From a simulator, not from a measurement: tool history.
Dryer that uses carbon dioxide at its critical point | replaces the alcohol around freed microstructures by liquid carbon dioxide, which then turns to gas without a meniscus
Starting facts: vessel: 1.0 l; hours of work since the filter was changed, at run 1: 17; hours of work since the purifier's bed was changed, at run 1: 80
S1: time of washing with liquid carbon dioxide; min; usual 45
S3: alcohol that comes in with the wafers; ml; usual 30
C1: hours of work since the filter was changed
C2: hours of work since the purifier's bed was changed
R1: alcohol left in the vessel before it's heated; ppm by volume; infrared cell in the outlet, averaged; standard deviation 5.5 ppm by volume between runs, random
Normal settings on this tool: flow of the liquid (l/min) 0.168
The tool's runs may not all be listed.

{"run": 1, "hour": 0.0, "S1": 45, "flow of the liquid (l/min)": 0.168, "S3": 30, "C1": 17, "C2": 80, "R1": 169}
{"run": 2, "hour": 23.0, "S1": 45, "flow of the liquid (l/min)": 0.168, "S3": 30, "C1": 24, "C2": 87, "R1": 168}
{"run": 3, "hour": 34.8, "S1": 45, "flow of the liquid (l/min)": 0.15, "S3": 30, "C1": 28, "C2": 91, "R1": 291}
{"run": 4, "hour": 45.9, "S1": 45, "flow of the liquid (l/min)": 0.15, "S3": 30, "C1": 31, "C2": 94, "R1": 301}
{"run": 5, "hour": 66.0, "S1": 45, "flow of the liquid (l/min)": 0.15, "S3": 30, "C1": 37, "C2": 100, "R1": 303}
{"run": 6, "hour": 83.6, "S1": 45, "flow of the liquid (l/min)": 0.168, "S3": 30, "C1": 42, "C2": 106, "R1": 174}
{"run": 7, "hour": 99.4, "S1": 45, "flow of the liquid (l/min)": 0.248, "S3": 30, "C1": 47, "C2": 110, "R1": 42}
{"run": 8, "hour": 121.0, "S1": 45, "flow of the liquid (l/min)": 0.248, "S3": 30, "C1": 54, "C2": 117, "R1": 21}
{"run": 9, "hour": 134.5, "S1": 45, "flow of the liquid (l/min)": 0.248, "S3": 30, "C1": 58, "C2": 121, "R1": 37}
{"run": 10, "hour": 148.8, "S1": 45, "flow of the liquid (l/min)": 0.248, "S3": 30, "C1": 62, "C2": 125, "R1": 36}
{"run": 11, "hour": 159.8, "S1": 45, "flow of the liquid (l/min)": 0.248, "S3": 30, "C1": 65, "C2": 129, "R1": 36}
{"run": 12, "hour": 183.0, "S1": 49, "flow of the liquid (l/min)": 0.168, "S3": 30, "C1": 72, "C2": 136, "R1": 137}
{"run": 13, "hour": 204.5, "S1": 39, "flow of the liquid (l/min)": 0.22, "S3": 30, "C1": 79, "C2": 142, "R1": 103}
{"run": 14, "hour": 225.0, "S1": 39, "flow of the liquid (l/min)": 0.22, "S3": 30, "C1": 85, "C2": 148, "R1": 109}
{"run": 15, "hour": 234.8, "S1": 68, "flow of the liquid (l/min)": 0.133, "S3": 30, "C1": 88, "C2": 151, "R1": 89}
{"run": 16, "hour": 248.8, "S1": 70, "flow of the liquid (l/min)": 0.168, "S3": 85, "C1": 92, "C2": 156, "R1": 51}
{"run": 17, "hour": 263.0, "S1": 32, "flow of the liquid (l/min)": 0.227, "S3": 85, "C1": 97, "C2": 160, "R1": 604}
{"run": 18, "hour": 283.0, "S1": 40, "flow of the liquid (l/min)": 0.174, "S3": 77, "C1": 103, "C2": 166, "R1": 731}
{"run": 19, "hour": 299.4, "S1": 70, "flow of the liquid (l/min)": 0.102, "S3": 59, "C1": 108, "C2": 171, "R1": 564}
{"run": 20, "hour": 311.7, "S1": 34, "flow of the liquid (l/min)": 0.224, "S3": 109, "C1": 111, "C2": 175, "R1": 658}
{"run": 21, "hour": 332.3, "S1": 34, "flow of the liquid (l/min)": 0.224, "S3": 109, "C1": 118, "C2": 181, "R1": 661}
{"run": 22, "hour": 345.7, "S1": 71, "flow of the liquid (l/min)": 0.224, "S3": 49, "C1": 122, "C2": 185, "R1": 38}
{"run": 23, "hour": 361.1, "S1": 45, "flow of the liquid (l/min)": 0.144, "S3": 30, "C1": 126, "C2": 190, "R1": 433}
{"run": 24, "hour": 373.9, "S1": 64, "flow of the liquid (l/min)": 0.191, "S3": 30, "C1": 130, "C2": 193, "R1": 35}

Consider 5 possible next runs. They are alternatives, not a sequence: every one starts from the tool as it was left by run 24. What does each give?
{"run": "A", "hour": 389.8, "S1": 38, "flow of the liquid (l/min)": 0.109, "S3": 81, "C1": 135, "C2": 198, "R1": "?"}
{"run": "B", "hour": 389.8, "S1": 60, "flow of the liquid (l/min)": 0.156, "S3": 87, "C1": 135, "C2": 198, "R1": "?"}
{"run": "C", "hour": 389.8, "S1": 45, "flow of the liquid (l/min)": 0.191, "S3": 37, "C1": 135, "C2": 198, "R1": "?"}
{"run": "D", "hour": 389.8, "S1": 45, "flow of the liquid (l/min)": 0.191, "S3": 30, "C1": 135, "C2": 198, "R1": "?"}
{"run": "E", "hour": 389.8, "S1": 29, "flow of the liquid (l/min)": 0.17, "S3": 86, "C1": 135, "C2": 198, "R1": "?"}

run=A R1=5510
run=B R1=208
run=C R1=149
run=D R1=138
run=E R1=3264
Take away the tool's hidden state, keep each run's random variation, and the runs would have read:
run=A R1=4622
run=B R1=122
run=C R1=83
run=D R1=80
run=E R1=2629

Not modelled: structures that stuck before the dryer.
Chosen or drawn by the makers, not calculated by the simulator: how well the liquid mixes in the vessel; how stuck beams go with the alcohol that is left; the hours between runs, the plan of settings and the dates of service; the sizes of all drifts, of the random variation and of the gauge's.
